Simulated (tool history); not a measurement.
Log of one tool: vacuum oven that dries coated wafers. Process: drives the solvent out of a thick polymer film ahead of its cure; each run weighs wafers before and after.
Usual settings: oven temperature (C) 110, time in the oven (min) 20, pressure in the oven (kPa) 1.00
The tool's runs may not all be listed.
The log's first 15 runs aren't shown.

run,day,oven temperature (C),time in the oven (min),pressure in the oven (kPa),hours of work since the thermocouples were calibrated,hours of work since the vacuum gauge was cleaned of residue,solvent left in the film (%)
16,10.792,102,21,1.00,235,439,5.42
17,11.250,102,21,1.00,241,446,5.42
18,11.683,104,21,1.00,248,453,4.85
19,12.617,104,21,1.00,262,467,4.91
20,13.329,104,21,1.00,272,477,4.87
21,13.896,110,20,3.64,281,485,4.55
22,14.592,110,20,1.00,291,496,3.55
23,15.446,110,20,1.60,304,508,3.82
24,16.212,124,24,0.65,315,520,0.57
25,16.838,124,24,0.65,324,529,0.60
26,17.754,124,24,0.65,338,543,0.66
27,18.646,117,18,0.92,351,556,2.47
28,19.304,102,20,0.92,361,566,5.76
29,20.267,112,25,0.61,375,580,2.02
30,21.075,122,15,1.25,387,592,2.31
31,21.667,116,20,1.94,396,601,2.61
32,22.492,116,20,0.53,408,613,2.07
33,23.475,124,36,0.68,422,627,0.28
34,24.421,108,15,2.98,436,641,6.62
35,25.262,108,15,2.98,449,654,6.65
36,25.758,102,10,2.98,456,661,10.74
37,26.496,102,10,3.86,467,672,11.05
38,27.208,111,15,1.39,478,683,5.11
39,27.821,111,15,1.39,487,692,5.10
40,28.317,122,15,1.39,494,699,2.40

Run 41 comes next. What will it give?
41,29.162,122,16,2.75,507,712,?

{"run 41": {"solvent left in the film (%)": 2.5}}
Without the tool's hidden state the same run would have given solvent left in the film (%) 2.28.

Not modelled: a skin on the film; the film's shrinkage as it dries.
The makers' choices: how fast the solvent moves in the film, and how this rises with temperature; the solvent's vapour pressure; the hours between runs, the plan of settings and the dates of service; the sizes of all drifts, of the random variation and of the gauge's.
